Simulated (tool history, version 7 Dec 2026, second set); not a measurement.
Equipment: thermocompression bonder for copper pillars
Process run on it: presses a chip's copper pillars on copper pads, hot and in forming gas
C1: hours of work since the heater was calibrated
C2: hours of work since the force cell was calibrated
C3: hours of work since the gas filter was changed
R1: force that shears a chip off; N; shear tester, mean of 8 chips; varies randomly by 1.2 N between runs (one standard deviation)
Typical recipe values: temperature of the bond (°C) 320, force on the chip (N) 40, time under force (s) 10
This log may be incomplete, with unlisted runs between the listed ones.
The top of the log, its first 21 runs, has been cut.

Run 22, hour 206.9: usual settings but temperature of the bond (°C) 345, force on the chip (N) 44, time under force (s) 7; C1 35; C2 614; C3 85. Result: R1 117.8 N.
At hour 213.4: heater calibrated with a thermocouple chip, once more.
Run 23, hour 218.4: usual settings but temperature of the bond (°C) 345, force on the chip (N) 44, time under force (s) 7; C1 4; C2 621; C3 93. Result: R1 118.5 N.
Run 24, hour 226.5: usual settings but temperature of the bond (°C) 311, time under force (s) 19; C1 10; C2 628; C3 99. Result: R1 111.1 N.
Run 25, hour 232.5: usual settings but temperature of the bond (°C) 311, time under force (s) 19; C1 15; C2 632; C3 104. Result: R1 110.0 N.
Run 26, hour 239.0: usual settings but temperature of the bond (°C) 311, force on the chip (N) 45, time under force (s) 6; C1 20; C2 637; C3 109. Result: R1 83.9 N.
Run 27, hour 246.9: usual settings but temperature of the bond (°C) 311, force on the chip (N) 45, time under force (s) 6; C1 26; C2 644; C3 115. Result: R1 85.1 N.
At hour 251.9: forming gas filter changed.
Run 28, hour 260.5: usual settings but temperature of the bond (°C) 311, force on the chip (N) 45, time under force (s) 6; C1 37; C2 654; C3 7. Result: R1 89.6 N.
Run 29, hour 268.9: usual settings but temperature of the bond (°C) 309, force on the chip (N) 38, time under force (s) 6; C1 43; C2 661; C3 13. Result: R1 82.0 N.
Run 30, hour 280.5: usual settings but temperature of the bond (°C) 309, force on the chip (N) 38, time under force (s) 6; C1 52; C2 670; C3 22. Result: R1 79.9 N.

Each row is a separate what-if for the run after 30, all from the same tool condition, not one after another. Results?
Run A, hour 292.1: usual settings but temperature of the bond (°C) 342, force on the chip (N) 31, time under force (s) 18; C1 61; C2 679; C3 32. Result: R1 ?.
Run B, hour 292.1: usual settings but force on the chip (N) 51, time under force (s) 7; C1 61; C2 679; C3 32. Result: R1 ?.
Run C, hour 292.1: usual settings but temperature of the bond (°C) 338, time under force (s) 30; C1 61; C2 679; C3 32. Result: R1 ?.
Run D, hour 292.1: usual settings but temperature of the bond (°C) 309, force on the chip (N) 38, time under force (s) 13; C1 61; C2 679; C3 32. Result: R1 ?.

run     R1
  A  131.7
  B  105.4
  C  143.4
  D  101.0
The same runs, with their run-to-run variation unchanged, on a tool lacking any hidden condition would have given:
run     R1
  A  133.2
  B  106.3
  C  145.4
  D  101.8

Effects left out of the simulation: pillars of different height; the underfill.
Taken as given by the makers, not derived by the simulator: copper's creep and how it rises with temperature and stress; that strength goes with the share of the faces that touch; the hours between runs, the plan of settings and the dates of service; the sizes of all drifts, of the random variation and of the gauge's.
